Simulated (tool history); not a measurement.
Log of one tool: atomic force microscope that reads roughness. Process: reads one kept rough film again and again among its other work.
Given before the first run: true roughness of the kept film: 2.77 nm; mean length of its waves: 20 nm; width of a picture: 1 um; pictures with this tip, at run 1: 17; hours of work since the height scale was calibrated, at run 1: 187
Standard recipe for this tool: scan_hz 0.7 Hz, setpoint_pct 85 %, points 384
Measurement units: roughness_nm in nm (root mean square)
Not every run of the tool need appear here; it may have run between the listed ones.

run    hour  scan_hz  setpoint_pct  points  pictures with this tip  hours of work since the height scale was calibrated  roughness_nm
  1       0      0.7            85     384                      17                                                  187         2.095
  2    16.2      0.7            85     384                      48                                                  197         2.067
  3    30.1      0.7            85     384                      75                                                  206         2.027
  4    54.3    1.644            85     384                     123                                                  221         1.786
  5    67.5    1.644            85     384                     148                                                  229         1.773
  6    94.1      0.7            85     384                     200                                                  246         1.895
  7   121.5      0.7            85     384                     253                                                  263         1.834
  8   134.4      0.7            85     384                     279                                                  271         1.813
  9   152.8      0.7            85     384                     314                                                  283         1.789
 10   179.9      0.7            85     384                     367                                                  300         1.729
      189.2  -- new tip fitted
 11   205.9    0.529            85     384                      33                                                  316          2.12
 12   227.7    0.529            85     384                      75                                                  330         2.088
 13   248.9      0.7            68     384                     116                                                  343         2.088
 14   264.7      0.7            68     384                     147                                                  353          2.03
 15   291.3      0.7            68     384                     199                                                  369         1.998
 16   308.5      0.7            68     384                     233                                                  380         1.976
 17   335.4      0.7            68     384                     285                                                  397         1.894
 18   356.3      0.7            68     384                     325                                                  410         1.859
 19   381.1      0.7            85     384                     374                                                  426         1.736
      386.8  -- new tip fitted
 20   395.8      0.7            85     384                      18                                                  435         2.122
 21   422.4      0.7            85     384                      69                                                  451         2.026
      425.6  -- height scale calibrated on a step standard
 22   441.1      0.7            85     384                     104                                                   10         1.996
 23   466.1      0.7            85     384                     152                                                   25         1.952
        478  -- height scale calibrated on a step standard, once more
 24   478.9      0.7            85     384                     175                                                    1         1.913
 25   495.4    1.872            85     384                     208                                                   11         1.699
 26     515    1.872            85     384                     246                                                   23         1.644
 27   528.3    1.872            85     384                     272                                                   31         1.628
 28   548.7    0.737            85     384                     311                                                   44         1.781
 29     575    2.513            79    1023                     363                                                   61         1.593
      585.4  -- new tip fitted
 30   590.8    0.666            85     384                      10                                                   70         2.095
 31   617.8    0.666            74     458                      63                                                   87         2.096
 32   636.2    0.666            74     458                      99                                                   99          2.07
 33   656.9    0.666            74     458                     139                                                  112         2.022
 34   680.2    0.666            74     458                     184                                                  126         1.971
 35   699.9    0.666            74     458                     223                                                  139         1.928
 36   714.3    1.984            85     384                     251                                                  148         1.617
 37   729.2    1.771            56     716                     280                                                  157         1.901
 38   743.2    1.881            78     320                     307                                                  166         1.647
 39   756.9    1.881            78     320                     334                                                  174         1.626
 40   774.7    1.881            78     320                     368                                                  186         1.605
      783.4  -- new tip fitted
 41   795.3    0.736            68     276                      24                                                  198         2.148
 42     811    0.736            68     276                      54                                                  208         2.091
 43   832.7    0.736            68     276                      96                                                  222          2.06
 44   850.8    0.736            68     276                     132                                                  233          2.01
 45   872.5    0.736            68     276                     174                                                  246         1.949
 46   884.7    3.182            66     384                     198                                                  254         1.814
 47   904.7    3.818            85     385                     237                                                  267         1.393
 48   916.7    1.955            86     575                     260                                                  274         1.607
 49   929.4      0.7            78     384                     285                                                  282         1.838
 50   955.3     1.53            57     384                     335                                                  298         1.832
 51   970.4     1.53            57     384                     365                                                  308         1.793
      979.2  -- new tip fitted
 52     997    0.922            70     300                      34                                                  324         2.101
 53  1022.7      0.7            71     259                      84                                                  340         2.042
 54    1050      0.7            71     259                     137                                                  357         1.976

Below are 3 alternative next runs, each starting from the tool's condition after run 54. Predict each:
  A  1061.4    0.963            74     502                     160                                                  364             ?
  B  1061.4      0.7            71     691                     160                                                  364             ?
  C  1061.4    2.101            78     384                     160                                                  364             ?

run  roughness_nm
  A         1.955
  B         2.004
  C          1.78
What these runs would have given with no unlogged condition in the tool:
run  roughness_nm
  A         2.161
  B         2.213
  C         1.966
